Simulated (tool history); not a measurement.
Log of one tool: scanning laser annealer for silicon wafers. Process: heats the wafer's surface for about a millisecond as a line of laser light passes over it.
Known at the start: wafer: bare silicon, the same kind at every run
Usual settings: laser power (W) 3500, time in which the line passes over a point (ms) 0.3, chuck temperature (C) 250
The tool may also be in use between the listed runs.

| run | hour | laser power (W) | time in which the line passes over a point (ms) | chuck temperature (C) | highest temperature of the surface (C) |
|---|---|---|---|---|---|
| 1 | 0 | 3500 | 0.3 | 250 | 1012 |
| 2 | 34.3 | 3500 | 0.3 | 250 | 1016 |
| 3 | 68.4 | 3500 | 0.338 | 250 | 1058 |
| 4 | 113.8 | 3500 | 0.338 | 250 | 1058 |
| 5 | 160 | 3500 | 0.338 | 250 | 1057 |
| 6 | 215.4 | 3500 | 0.338 | 250 | 1057 |
| 7 | 268.2 | 3500 | 0.3 | 266 | 1025 |
| 8 | 316.6 | 3500 | 0.3 | 266 | 1026 |
| 9 | 357.7 | 3500 | 0.3 | 266 | 1026 |
| 10 | 389.6 | 3500 | 0.3 | 288 | 1050 |
| 11 | 432.1 | 3500 | 0.304 | 250 | 1011 |
| 12 | 476.5 | 3500 | 0.3 | 220 | 979 |
| 13 | 535.1 | 3500 | 0.254 | 250 | 950 |
| 14 | 590.4 | 3500 | 0.254 | 250 | 948 |
| 15 | 639.5 | 3618 | 0.28 | 277 | 1035 |
| 16 | 677.2 | 3500 | 0.362 | 216 | 1046 |
| 17 | 722.5 | 3500 | 0.362 | 216 | 1044 |
| 18 | 780.4 | 3500 | 0.362 | 216 | 1042 |
| 19 | 836 | 3500 | 0.362 | 216 | 1041 |
| 20 | 864.2 | 3338 | 0.232 | 250 | 885 |
| 21 | 900.5 | 3338 | 0.232 | 250 | 885 |
| 22 | 939.7 | 3338 | 0.308 | 220 | 949 |
| 23 | 984.6 | 3338 | 0.308 | 220 | 948 |
| 24 | 1015.1 | 3710 | 0.224 | 276 | 972 |
| 25 | 1056.8 | 3720 | 0.218 | 219 | 907 |
| 26 | 1101.1 | 3720 | 0.218 | 219 | 905 |
| 27 | 1158 | 3720 | 0.218 | 219 | 905 |

Forecast each of these 5 alternatives for the next run:
| A | 1215.7 | 3036 | 0.324 | 230 | ? |
| B | 1215.7 | 3777 | 0.379 | 289 | ? |
| C | 1215.7 | 3556 | 0.299 | 286 | ? |
| D | 1215.7 | 3500 | 0.237 | 250 | ? |
| E | 1215.7 | 3846 | 0.248 | 219 | ? |

| run | highest temperature of the surface (C) |
|---|---|
| A | 904 |
| B | 1199 |
| C | 1048 |
| D | 919 |
| E | 975 |
Without the tool's hidden state the same runs would have given:
| run | highest temperature of the surface (C) |
|---|---|
| A | 920 |
| B | 1220 |
| C | 1066 |
| D | 935 |
| E | 992 |
